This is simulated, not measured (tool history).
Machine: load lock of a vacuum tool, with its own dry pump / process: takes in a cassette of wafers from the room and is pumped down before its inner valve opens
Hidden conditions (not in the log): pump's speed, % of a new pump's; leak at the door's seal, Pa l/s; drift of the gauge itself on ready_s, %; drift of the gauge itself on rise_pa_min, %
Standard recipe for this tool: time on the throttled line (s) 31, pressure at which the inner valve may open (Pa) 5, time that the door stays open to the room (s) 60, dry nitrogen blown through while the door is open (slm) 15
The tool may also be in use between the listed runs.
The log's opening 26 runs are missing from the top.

| run | day | time on the throttled line (s) | pressure at which the inner valve may open (Pa) | time that the door stays open to the room (s) | dry nitrogen blown through while the door is open (slm) | hours that the pump has run since its overhaul | times that the door has closed on its seal | incoming humidity of the room's air, % | time from the closed door until the inner valve may open (s) | rise of the pressure with all valves shut (Pa/min) |
|---|---|---|---|---|---|---|---|---|---|---|
| 27 | 112.438 | 29 | 5 | 55 | 8 | 5165 | 9850 | 44.8 | 75.6 | 0.033 |
| 28 | 115.596 | 22 | 7 | 69 | 39 | 5241 | 10115 | 46.3 | 69.2 | 0.014 |
| 29 | 119.938 | 22 | 7 | 69 | 39 | 5345 | 10479 | 44.5 | 68.4 | 0.019 |
| 30 | 122.871 | 22 | 7 | 69 | 39 | 5415 | 10725 | 45.8 | 69.0 | 0.018 |
| 31 | 127.267 | 22 | 7 | 69 | 39 | 5521 | 11094 | 48.2 | 67.8 | 0.023 |
| 32 | 133.354 | 22 | 7 | 69 | 39 | 5667 | 11604 | 40.9 | 68.9 | 0.021 |
| 33 | 138.025 | 48 | 7 | 111 | 14 | 5779 | 11996 | 45.5 | 87.7 | 0.035 |
| 34 | 141.138 | 48 | 9 | 111 | 14 | 5853 | 12257 | 45.0 | 87.0 | 0.034 |
| 35 | 144.708 | 48 | 9 | 111 | 14 | 5939 | 12557 | 44.1 | 86.1 | 0.043 |
| 36 | 149.396 | 31 | 5 | 60 | 14 | 6052 | 12950 | 44.1 | 76.8 | 0.030 |
| 37 | 152.821 | 31 | 5 | 60 | 21 | 6134 | 13238 | 44.3 | 77.8 | 0.024 |

Below are 4 alternative next runs, each starting from the tool's condition after run 37. Predict each:
| A | 155.312 | 24 | 5 | 60 | 9 | 6194 | 13447 | 45.3 | ? | ? |
| B | 155.312 | 35 | 9 | 126 | 15 | 6194 | 13447 | 45.4 | ? | ? |
| C | 155.312 | 31 | 5 | 60 | 16 | 6194 | 13447 | 45.4 | ? | ? |
| D | 155.312 | 62 | 5 | 60 | 13 | 6194 | 13447 | 45.9 | ? | ? |

| run | time from the closed door until the inner valve may open (s) | rise of the pressure with all valves shut (Pa/min) |
|---|---|---|
| A | 72.2 | 0.025 |
| B | 76.8 | 0.038 |
| C | 76.5 | 0.024 |
| D | 98.4 | 0.025 |
With no hidden state in the tool, these same runs would have given:
| run | time from the closed door until the inner valve may open (s) | rise of the pressure with all valves shut (Pa/min) |
|---|---|---|
| A | 72.2 | 0.025 |
| B | 76.8 | 0.038 |
| C | 76.5 | 0.024 |
| D | 98.4 | 0.024 |
